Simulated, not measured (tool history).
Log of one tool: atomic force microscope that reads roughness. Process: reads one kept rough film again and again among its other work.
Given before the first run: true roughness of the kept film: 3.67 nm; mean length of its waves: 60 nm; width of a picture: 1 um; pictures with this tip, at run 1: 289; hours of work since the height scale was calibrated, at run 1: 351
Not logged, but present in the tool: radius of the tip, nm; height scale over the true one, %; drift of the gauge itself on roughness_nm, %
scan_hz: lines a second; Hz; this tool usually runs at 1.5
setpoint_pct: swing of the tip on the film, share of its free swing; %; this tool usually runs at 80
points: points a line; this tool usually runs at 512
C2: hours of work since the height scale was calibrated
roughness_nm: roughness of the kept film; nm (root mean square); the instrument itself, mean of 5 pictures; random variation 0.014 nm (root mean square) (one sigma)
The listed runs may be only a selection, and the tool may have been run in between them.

run 1 hour=0 | scan_hz=1.5 setpoint_pct=80 points=512 | pictures_with_this_tip=289 C2=351 | roughness_nm=3.313
-- hour=13.6 new tip fitted
run 2 hour=15.2 | scan_hz=1.5 setpoint_pct=80 points=592 | pictures_with_this_tip=1 C2=357 | roughness_nm=3.323
run 3 hour=36 | scan_hz=1.5 setpoint_pct=80 points=512 | pictures_with_this_tip=24 C2=367 | roughness_nm=3.33
run 4 hour=49.8 | scan_hz=1.5 setpoint_pct=80 points=512 | pictures_with_this_tip=38 C2=373 | roughness_nm=3.306
run 5 hour=70.2 | scan_hz=1.5 setpoint_pct=80 points=512 | pictures_with_this_tip=60 C2=381 | roughness_nm=3.328
run 6 hour=83.1 | scan_hz=1.5 setpoint_pct=80 points=512 | pictures_with_this_tip=74 C2=387 | roughness_nm=3.321
run 7 hour=98.3 | scan_hz=1.5 setpoint_pct=80 points=512 | pictures_with_this_tip=90 C2=394 | roughness_nm=3.331
run 8 hour=112.6 | scan_hz=1.5 setpoint_pct=80 points=512 | pictures_with_this_tip=106 C2=400 | roughness_nm=3.34
run 9 hour=124.8 | scan_hz=1.5 setpoint_pct=80 points=474 | pictures_with_this_tip=119 C2=405 | roughness_nm=3.322
run 10 hour=134 | scan_hz=1.08 setpoint_pct=80 points=512 | pictures_with_this_tip=129 C2=409 | roughness_nm=3.394
run 11 hour=153.9 | scan_hz=0.96 setpoint_pct=80 points=512 | pictures_with_this_tip=150 C2=418 | roughness_nm=3.432
run 12 hour=174.6 | scan_hz=0.96 setpoint_pct=80 points=512 | pictures_with_this_tip=172 C2=427 | roughness_nm=3.433
run 13 hour=191 | scan_hz=0.96 setpoint_pct=80 points=512 | pictures_with_this_tip=190 C2=434 | roughness_nm=3.424
run 14 hour=207.6 | scan_hz=0.96 setpoint_pct=80 points=512 | pictures_with_this_tip=208 C2=442 | roughness_nm=3.4
run 15 hour=226.1 | scan_hz=0.96 setpoint_pct=80 points=512 | pictures_with_this_tip=228 C2=450 | roughness_nm=3.431
run 16 hour=237.4 | scan_hz=1.5 setpoint_pct=80 points=512 | pictures_with_this_tip=240 C2=455 | roughness_nm=3.301
run 17 hour=252.6 | scan_hz=1.5 setpoint_pct=80 points=512 | pictures_with_this_tip=256 C2=461 | roughness_nm=3.315
run 18 hour=263.1 | scan_hz=1.5 setpoint_pct=80 points=345 | pictures_with_this_tip=267 C2=466 | roughness_nm=3.296
run 19 hour=283 | scan_hz=1.5 setpoint_pct=80 points=345 | pictures_with_this_tip=288 C2=475 | roughness_nm=3.317
-- hour=297.5 new tip fitted
run 20 hour=302.3 | scan_hz=0.52 setpoint_pct=69 points=282 | pictures_with_this_tip=5 C2=483 | roughness_nm=3.547
run 21 hour=318.1 | scan_hz=0.52 setpoint_pct=69 points=282 | pictures_with_this_tip=22 C2=490 | roughness_nm=3.536
run 22 hour=326.8 | scan_hz=1.72 setpoint_pct=68 points=349 | pictures_with_this_tip=31 C2=493 | roughness_nm=3.411
run 23 hour=337.9 | scan_hz=1.72 setpoint_pct=68 points=349 | pictures_with_this_tip=43 C2=498 | roughness_nm=3.446
run 24 hour=356.8 | scan_hz=1.76 setpoint_pct=75 points=718 | pictures_with_this_tip=63 C2=507 | roughness_nm=3.351
run 25 hour=369.5 | scan_hz=1.76 setpoint_pct=75 points=839 | pictures_with_this_tip=77 C2=512 | roughness_nm=3.315
run 26 hour=388.3 | scan_hz=1.76 setpoint_pct=75 points=839 | pictures_with_this_tip=97 C2=520 | roughness_nm=3.343
run 27 hour=400.1 | scan_hz=1.5 setpoint_pct=61 points=512 | pictures_with_this_tip=110 C2=526 | roughness_nm=3.5
run 28 hour=411.4 | scan_hz=3.9 setpoint_pct=84 points=568 | pictures_with_this_tip=122 C2=530 | roughness_nm=2.857
run 29 hour=426.1 | scan_hz=1.67 setpoint_pct=58 points=260 | pictures_with_this_tip=137 C2=537 | roughness_nm=3.493
run 30 hour=435.4 | scan_hz=1.67 setpoint_pct=58 points=260 | pictures_with_this_tip=147 C2=541 | roughness_nm=3.485
run 31 hour=447.6 | scan_hz=1.5 setpoint_pct=68 points=484 | pictures_with_this_tip=161 C2=546 | roughness_nm=3.41
run 32 hour=468.3 | scan_hz=1.31 setpoint_pct=63 points=312 | pictures_with_this_tip=183 C2=555 | roughness_nm=3.491
run 33 hour=479.4 | scan_hz=1.31 setpoint_pct=63 points=561 | pictures_with_this_tip=195 C2=560 | roughness_nm=3.481

Run 34 comes next. What will it give?
run 34 hour=500.2 | scan_hz=1.5 setpoint_pct=80 points=289 | pictures_with_this_tip=217 C2=569 | roughness_nm=?

roughness_nm: 3.299 nm (root mean square)
If the tool had no hidden condition, the same run with the same run-to-run variation would have returned roughness_nm 3.303 nm (root mean square).

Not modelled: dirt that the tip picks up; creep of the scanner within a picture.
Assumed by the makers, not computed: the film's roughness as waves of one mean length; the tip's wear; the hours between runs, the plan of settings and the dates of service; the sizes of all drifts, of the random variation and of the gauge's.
